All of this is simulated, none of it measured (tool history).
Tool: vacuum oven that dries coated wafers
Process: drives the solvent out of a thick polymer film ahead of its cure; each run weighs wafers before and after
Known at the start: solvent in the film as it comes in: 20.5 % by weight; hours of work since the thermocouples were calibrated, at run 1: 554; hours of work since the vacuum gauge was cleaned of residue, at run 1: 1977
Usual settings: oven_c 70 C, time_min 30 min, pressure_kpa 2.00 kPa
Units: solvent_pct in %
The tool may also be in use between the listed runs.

| run | hour | oven_c | time_min | pressure_kpa | hours of work since the thermocouples were calibrated | hours of work since the vacuum gauge was cleaned of residue | solvent_pct |
|---|---|---|---|---|---|---|---|
| 1 | 0.0 | 70 | 30 | 2.00 | 554 | 1977 | 5.73 |
| 2 | 49.2 | 70 | 30 | 2.00 | 580 | 2004 | 5.73 |
| 3 | 101.5 | 70 | 30 | 2.00 | 608 | 2032 | 5.82 |
| 4 | 216.8 | 70 | 30 | 2.00 | 670 | 2094 | 5.86 |
| 5 | 314.8 | 70 | 30 | 2.00 | 723 | 2147 | 5.93 |
| 6 | 432.8 | 70 | 30 | 2.00 | 787 | 2210 | 6.01 |
| 7 | 487.8 | 70 | 30 | 2.00 | 816 | 2240 | 6.06 |
| 8 | 545.8 | 70 | 30 | 2.00 | 847 | 2271 | 6.09 |
|  | 568.6 | vacuum gauge cleaned of residue and calibrated |
|  | 580.4 | oven's thermocouples calibrated |
| 9 | 597.6 | 70 | 52 | 2.00 | 9 | 15 | 2.66 |
| 10 | 711.1 | 70 | 52 | 2.00 | 70 | 76 | 2.66 |
| 11 | 825.6 | 70 | 52 | 2.00 | 132 | 137 | 2.70 |
| 12 | 934.8 | 70 | 52 | 2.00 | 191 | 196 | 2.79 |
| 13 | 1018.5 | 70 | 43 | 2.00 | 236 | 241 | 3.55 |
| 14 | 1114.3 | 70 | 43 | 1.85 | 287 | 292 | 3.46 |
| 15 | 1233.8 | 70 | 43 | 1.85 | 351 | 357 | 3.51 |
| 16 | 1291.0 | 56 | 43 | 1.85 | 382 | 387 | 9.79 |
| 17 | 1401.8 | 70 | 30 | 2.69 | 442 | 447 | 5.82 |
| 18 | 1484.7 | 68 | 30 | 2.69 | 486 | 492 | 6.75 |
| 19 | 1561.8 | 68 | 30 | 2.69 | 528 | 533 | 6.82 |
| 20 | 1659.4 | 68 | 30 | 2.69 | 580 | 585 | 6.92 |
| 21 | 1740.1 | 70 | 30 | 2.00 | 624 | 629 | 5.72 |
| 22 | 1815.2 | 59 | 34 | 1.69 | 664 | 669 | 9.94 |
| 23 | 1921.3 | 59 | 34 | 1.69 | 721 | 726 | 10.02 |
| 24 | 1997.7 | 79 | 18 | 1.13 | 762 | 767 | 4.38 |
| 25 | 2115.6 | 66 | 52 | 1.35 | 825 | 831 | 4.34 |
|  | 2184.7 | oven's thermocouples calibrated |
| 26 | 2200.3 | 72 | 22 | 7.92 | 8 | 875 | 8.82 |
| 27 | 2309.7 | 72 | 22 | 7.92 | 67 | 934 | 8.85 |
| 28 | 2373.2 | 72 | 22 | 7.92 | 101 | 968 | 8.96 |
| 29 | 2488.4 | 80 | 34 | 1.42 | 163 | 1030 | 1.43 |
| 30 | 2596.8 | 80 | 34 | 1.42 | 222 | 1088 | 1.36 |
| 31 | 2649.0 | 80 | 34 | 1.42 | 250 | 1116 | 1.40 |
| 32 | 2699.6 | 71 | 16 | 1.42 | 277 | 1144 | 8.37 |
| 33 | 2812.3 | 75 | 36 | 1.42 | 337 | 1204 | 2.46 |
| 34 | 2918.9 | 71 | 32 | 2.00 | 395 | 1262 | 4.83 |
| 35 | 3013.1 | 70 | 43 | 4.54 | 445 | 1312 | 5.57 |
| 36 | 3095.2 | 70 | 43 | 4.54 | 490 | 1356 | 5.46 |
| 37 | 3199.1 | 70 | 43 | 4.54 | 545 | 1412 | 5.59 |
| 38 | 3268.4 | 70 | 29 | 4.54 | 583 | 1449 | 7.43 |
| 39 | 3331.3 | 70 | 29 | 4.54 | 617 | 1483 | 7.52 |
| 40 | 3433.4 | 63 | 31 | 3.53 | 671 | 1538 | 9.85 |
| 41 | 3535.4 | 59 | 17 | 4.36 | 726 | 1593 | 14.56 |

3 ways to go on from here, each from the tool as it stands after run 41. What would each give?
| A | 3604.7 | 65 | 30 | 2.00 | 764 | 1630 | ? |
| B | 3604.7 | 70 | 30 | 2.28 | 764 | 1630 | ? |
| C | 3604.7 | 63 | 17 | 4.36 | 764 | 1630 | ? |

| run | solvent_pct |
|---|---|
| A | 8.29 |
| B | 6.16 |
| C | 13.02 |
Without the tool's hidden state the same runs would have given:
| run | solvent_pct |
|---|---|
| A | 7.34 |
| B | 5.27 |
| C | 12.26 |

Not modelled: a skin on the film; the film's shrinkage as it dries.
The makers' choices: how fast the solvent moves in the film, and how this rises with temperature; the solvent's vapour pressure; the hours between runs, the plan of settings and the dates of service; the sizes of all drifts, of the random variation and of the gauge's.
